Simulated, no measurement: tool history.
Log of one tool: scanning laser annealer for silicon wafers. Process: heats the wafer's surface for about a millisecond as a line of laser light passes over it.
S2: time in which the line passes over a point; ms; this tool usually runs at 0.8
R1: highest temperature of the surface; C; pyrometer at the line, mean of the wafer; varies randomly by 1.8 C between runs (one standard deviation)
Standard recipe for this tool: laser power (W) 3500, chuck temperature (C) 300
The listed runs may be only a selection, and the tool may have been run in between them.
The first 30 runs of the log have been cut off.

Run 31, hour 1674.5: usual settings but laser power (W) 3592, S2 0.822 ms, chuck temperature (C) 295. Result: R1 1057 C.
Run 32, hour 1733.2: usual settings but laser power (W) 3592, S2 0.822 ms. Result: R1 1062 C.
Run 33, hour 1799.6: usual settings but laser power (W) 3410, S2 0.97 ms, chuck temperature (C) 278. Result: R1 1064 C.
Run 34, hour 1851.2: usual settings but laser power (W) 3410, S2 0.97 ms, chuck temperature (C) 278. Result: R1 1065 C.
Run 35, hour 1931.2: usual settings but laser power (W) 3679, S2 0.833 ms. Result: R1 1090 C.
Run 36, hour 1978.4: usual settings but laser power (W) 3743, S2 0.934 ms, chuck temperature (C) 286. Result: R1 1145 C.
Run 37, hour 2016.2: usual settings but laser power (W) 3743, S2 0.934 ms, chuck temperature (C) 286. Result: R1 1145 C.
Run 38, hour 2074.9: usual settings but laser power (W) 3755, S2 0.835 ms. Result: R1 1113 C.
Run 39, hour 2113.3: usual settings but laser power (W) 3505, S2 0.835 ms. Result: R1 1045 C.
Run 40, hour 2186.5: usual settings but laser power (W) 3017, S2 0.769 ms, chuck temperature (C) 269. Result: R1 868 C.
Run 41, hour 2228.8: usual settings but laser power (W) 3650, S2 0.887 ms. Result: R1 1105 C.
Run 42, hour 2305.5: usual settings but laser power (W) 3154, S2 0.643 ms. Result: R1 872 C.

Alternative continuations, all from the tool just after run 42; predict every row:
Run A, hour 2347.5: usual settings but laser power (W) 3436. Result: R1 ?.
Run B, hour 2347.5: usual settings but laser power (W) 3521, chuck temperature (C) 329. Result: R1 ?.
Run C, hour 2347.5: usual settings but laser power (W) 3227, S2 0.597 ms, chuck temperature (C) 332. Result: R1 ?.

run    R1
  A  1013
  B  1061
  C   895
Without the tool's unlogged condition, the same runs would have read:
run    R1
  A  1014
  B  1062
  C   896

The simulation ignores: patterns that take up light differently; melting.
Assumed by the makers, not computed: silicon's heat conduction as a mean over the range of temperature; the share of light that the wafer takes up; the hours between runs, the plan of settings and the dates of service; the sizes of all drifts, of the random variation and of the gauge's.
